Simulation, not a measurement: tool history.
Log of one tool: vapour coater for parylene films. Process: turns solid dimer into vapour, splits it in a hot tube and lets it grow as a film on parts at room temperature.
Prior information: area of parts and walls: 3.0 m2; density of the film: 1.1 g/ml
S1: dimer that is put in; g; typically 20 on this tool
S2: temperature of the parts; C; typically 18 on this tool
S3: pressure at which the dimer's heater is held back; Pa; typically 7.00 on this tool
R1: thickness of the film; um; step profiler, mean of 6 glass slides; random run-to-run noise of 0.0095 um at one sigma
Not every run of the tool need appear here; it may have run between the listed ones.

| run | hour | S1 | S2 | S3 | R1 |
|---|---|---|---|---|---|
| 1 | 0.0 | 20 | 18 | 7.00 | 2.997 |
| 2 | 23.4 | 20 | 18 | 7.00 | 2.999 |
| 3 | 34.6 | 20 | 18 | 7.00 | 2.983 |
| 4 | 50.8 | 20 | 18 | 7.00 | 2.983 |
| 5 | 71.3 | 20 | 18 | 4.31 | 3.176 |
| 6 | 88.2 | 20 | 18 | 4.31 | 3.193 |
| 7 | 110.8 | 20 | 18 | 4.92 | 3.111 |
| 8 | 130.6 | 20 | 18 | 7.00 | 2.983 |
| 9 | 152.2 | 20 | 18 | 7.00 | 2.962 |
| 10 | 164.6 | 20 | 18 | 7.00 | 2.964 |
| 11 | 179.3 | 20 | 18 | 7.00 | 2.961 |
| 12 | 195.5 | 20 | 18 | 7.00 | 2.967 |
| 13 | 208.7 | 20 | 18 | 7.00 | 2.969 |
| 14 | 221.4 | 20 | 18 | 7.00 | 2.971 |
| 15 | 242.1 | 20 | 18 | 7.00 | 2.949 |
| 16 | 262.6 | 20 | 18 | 7.00 | 2.948 |
| 17 | 279.8 | 20 | 18 | 7.00 | 2.961 |
|  | 282.0 | table's thermometer calibrated |
| 18 | 295.0 | 20 | 30 | 2.21 | 1.890 |
| 19 | 307.9 | 20 | 17 | 8.31 | 3.029 |
| 20 | 324.5 | 20 | 23 | 7.00 | 2.299 |
| 21 | 336.8 | 20 | 23 | 7.00 | 2.297 |
|  | 348.4 | table's thermometer calibrated, once more |
| 22 | 352.3 | 20 | 12 | 2.41 | 4.498 |
| 23 | 374.5 | 11 | 18 | 6.07 | 1.612 |
| 24 | 397.8 | 11 | 18 | 6.07 | 1.627 |
| 25 | 420.1 | 11 | 18 | 6.07 | 1.612 |
| 26 | 444.6 | 15 | 23 | 4.25 | 1.802 |
| 27 | 461.1 | 18 | 24 | 11.04 | 1.819 |
| 28 | 476.1 | 18 | 24 | 11.04 | 1.794 |
| 29 | 499.3 | 18 | 24 | 3.44 | 2.115 |
| 30 | 521.4 | 11 | 24 | 10.60 | 1.105 |

Predict each of these 5 candidate next runs independently; none follows another, all start after run 30:
| A | 539.6 | 34 | 24 | 5.36 | ? |
| B | 539.6 | 18 | 18 | 2.09 | ? |
| C | 539.6 | 31 | 26 | 7.00 | ? |
| D | 539.6 | 31 | 28 | 2.56 | ? |
| E | 539.6 | 10 | 24 | 2.45 | ? |

| run | R1 |
|---|---|
| A | 3.745 |
| B | 3.036 |
| C | 2.990 |
| D | 3.063 |
| E | 1.218 |
Had the tool no hidden state, the same runs would have come out as:
| run | R1 |
|---|---|
| A | 4.092 |
| B | 3.318 |
| C | 3.266 |
| D | 3.348 |
| E | 1.331 |
